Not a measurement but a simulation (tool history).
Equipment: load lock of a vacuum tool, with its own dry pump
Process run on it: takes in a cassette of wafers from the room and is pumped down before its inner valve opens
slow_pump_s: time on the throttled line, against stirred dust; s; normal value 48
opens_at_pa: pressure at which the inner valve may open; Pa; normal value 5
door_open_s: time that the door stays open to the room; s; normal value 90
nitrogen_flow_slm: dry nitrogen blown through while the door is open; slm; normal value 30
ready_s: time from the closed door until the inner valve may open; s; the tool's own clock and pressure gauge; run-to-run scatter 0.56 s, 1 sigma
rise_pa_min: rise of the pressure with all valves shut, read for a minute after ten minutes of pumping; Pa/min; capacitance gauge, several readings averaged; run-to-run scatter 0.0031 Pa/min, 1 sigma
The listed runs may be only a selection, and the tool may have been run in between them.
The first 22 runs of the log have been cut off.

run	hour	slow_pump_s	opens_at_pa	door_open_s	nitrogen_flow_slm	incoming humidity of the room's air, %	ready_s	rise_pa_min
23	3006.5	62	10	90	30	44.0	92.0	0.379
24	3188.2	62	10	90	30	44.0	90.8	0.388
25	3341.4	81	4	52	6	48.3	111.3	0.416
26	3515.8	30	6	163	29	42.0	65.8	0.423
27	3655.4	67	4	90	30	44.2	99.3	0.428
28	3762.4	67	4	90	30	44.3	100.3	0.427
29	3937.8	32	8	70	7	46.3	67.0	0.477
30	4061.8	32	8	70	7	41.1	67.5	0.473
31	4256.4	81	5	90	11	40.7	111.8	0.480
32	4388.3	81	5	90	18	45.4	111.2	0.488

Run 33 comes next. What will it give?
33	4501.0	76	7	90	30	47.8	?	?

ready_s: 107.2 s
rise_pa_min: 0.501 Pa/min
On a tool with no hidden condition, and with the same random variation, this run would have come out at ready_s 104.1 s, rise_pa_min 0.075 Pa/min.
